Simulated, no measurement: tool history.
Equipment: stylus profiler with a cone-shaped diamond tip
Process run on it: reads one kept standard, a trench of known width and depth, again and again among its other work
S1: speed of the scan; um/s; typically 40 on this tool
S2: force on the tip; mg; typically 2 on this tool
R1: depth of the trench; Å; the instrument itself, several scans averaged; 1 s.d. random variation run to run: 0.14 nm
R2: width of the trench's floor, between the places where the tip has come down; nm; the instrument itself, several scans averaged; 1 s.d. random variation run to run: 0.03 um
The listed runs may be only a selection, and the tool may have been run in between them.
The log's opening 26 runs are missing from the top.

run	hour	S1	S2	R1	R2
27	498.6	16	4.7	5115	97270
28	524.9	129	2.31	5071.9	96860
29	547.2	129	2.31	5073.2	96800
30	572.9	36	2.1	5066.5	97170
31	601.8	36	2.1	5065.3	97200
32	630.1	36	2.1	5069.1	97180
33	651	36	2.1	5067.1	97180
34	678.6	45	2	5064.2	97130
35	707.7	31	2.19	5068.2	97230
36	735.4	31	2.19	5068.6	97210
37	751.8	31	2.19	5070.1	97170
38	766.9	31	2.19	5070.4	97220
39	786.6	82	0.85	5035.5	96770
40	812.3	26	2.9	5083.3	97220
41	828.2	47	4.6	5114.6	97190
42	852.9	50	3.17	5089.1	97150
43	879.8	50	3.17	5088.4	97150
44	893.3	98	0.8	5036.4	96670
45	920	98	0.8	5034.9	96640
46	933.2	98	0.8	5033.5	96700

Run 47 has not been measured yet. What should we expect?
47	951.7	40	0.74	?	?

Run 47 gave R1 5033.6 Å, R2 97060 nm.
The same run, on a tool lacking any hidden state, would have yielded R1 5033.8 Å, R2 97090 nm.
